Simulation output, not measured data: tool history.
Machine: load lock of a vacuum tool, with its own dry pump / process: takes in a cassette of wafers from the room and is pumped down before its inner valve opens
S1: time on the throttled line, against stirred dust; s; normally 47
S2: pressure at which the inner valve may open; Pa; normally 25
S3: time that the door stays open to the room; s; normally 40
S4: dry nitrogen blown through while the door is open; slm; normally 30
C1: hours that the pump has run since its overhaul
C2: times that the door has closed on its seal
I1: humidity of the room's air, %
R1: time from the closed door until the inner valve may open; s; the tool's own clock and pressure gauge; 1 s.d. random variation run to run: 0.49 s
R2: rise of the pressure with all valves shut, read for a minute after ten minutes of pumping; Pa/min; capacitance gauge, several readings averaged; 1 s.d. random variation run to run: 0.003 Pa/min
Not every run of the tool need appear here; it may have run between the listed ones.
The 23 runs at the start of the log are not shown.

{"run": 24, "hour": 1449.5, "S1": 47, "S2": 26, "S3": 40, "S4": 30, "C1": 15831, "C2": 10658, "I1": 43.1, "R1": 70.5, "R2": 0.036}
{"run": 25, "hour": 1529.0, "S1": 33, "S2": 26, "S3": 75, "S4": 30, "C1": 15911, "C2": 10888, "I1": 47.2, "R1": 58.0, "R2": 0.044}
{"run": 26, "hour": 1606.2, "S1": 33, "S2": 26, "S3": 75, "S4": 30, "C1": 15988, "C2": 11111, "I1": 42.6, "R1": 58.8, "R2": 0.041}
{"run": 27, "hour": 1692.9, "S1": 33, "S2": 26, "S3": 75, "S4": 30, "C1": 16074, "C2": 11361, "I1": 42.0, "R1": 58.3, "R2": 0.045}
{"run": 28, "hour": 1773.6, "S1": 47, "S2": 45, "S3": 40, "S4": 17, "C1": 16155, "C2": 11594, "I1": 43.1, "R1": 67.7, "R2": 0.041}
{"run": 29, "hour": 1818.5, "S1": 39, "S2": 25, "S3": 164, "S4": 30, "C1": 16200, "C2": 11724, "I1": 45.1, "R1": 63.9, "R2": 0.051}
{"hour": 1869.0, "done": "dry pump taken out, an overhauled one fitted"}
{"run": 30, "hour": 1898.1, "S1": 47, "S2": 22, "S3": 30, "S4": 30, "C1": 29, "C2": 11936, "I1": 44.7, "R1": 66.0, "R2": 0.026}
{"run": 31, "hour": 1983.5, "S1": 47, "S2": 22, "S3": 30, "S4": 30, "C1": 115, "C2": 12183, "I1": 45.0, "R1": 65.5, "R2": 0.035}
{"run": 32, "hour": 2036.3, "S1": 78, "S2": 47, "S3": 235, "S4": 30, "C1": 167, "C2": 12335, "I1": 48.3, "R1": 89.6, "R2": 0.072}
{"run": 33, "hour": 2104.9, "S1": 78, "S2": 47, "S3": 235, "S4": 30, "C1": 236, "C2": 12533, "I1": 42.1, "R1": 88.4, "R2": 0.064}
{"run": 34, "hour": 2169.4, "S1": 50, "S2": 47, "S3": 170, "S4": 30, "C1": 300, "C2": 12719, "I1": 43.8, "R1": 66.3, "R2": 0.057}
{"run": 35, "hour": 2247.7, "S1": 47, "S2": 25, "S3": 44, "S4": 39, "C1": 379, "C2": 12945, "I1": 43.0, "R1": 64.1, "R2": 0.038}
{"run": 36, "hour": 2334.2, "S1": 56, "S2": 47, "S3": 184, "S4": 19, "C1": 465, "C2": 13195, "I1": 47.9, "R1": 70.6, "R2": 0.074}
{"run": 37, "hour": 2385.4, "S1": 31, "S2": 36, "S3": 139, "S4": 7, "C1": 516, "C2": 13343, "I1": 44.0, "R1": 50.8, "R2": 0.074}

Predict each of these 3 candidate next runs independently; none follows another, all start after run 37:
{"run": "A", "hour": 2468.7, "S1": 47, "S2": 49, "S3": 40, "S4": 23, "C1": 600, "C2": 13583, "I1": 43.4, "R1": "?", "R2": "?"}
{"run": "B", "hour": 2468.7, "S1": 87, "S2": 34, "S3": 124, "S4": 7, "C1": 600, "C2": 13583, "I1": 46.1, "R1": "?", "R2": "?"}
{"run": "C", "hour": 2468.7, "S1": 31, "S2": 19, "S3": 139, "S4": 15, "C1": 600, "C2": 13583, "I1": 45.2, "R1": "?", "R2": "?"}

run=A R1=63.1 R2=0.044
run=B R1=98.6 R2=0.070
run=C R1=53.4 R2=0.070
With the hidden condition removed and each run's random variation left untouched, the same runs would have given:
run=A R1=62.9 R2=0.024
run=B R1=98.4 R2=0.050
run=C R1=53.1 R2=0.050
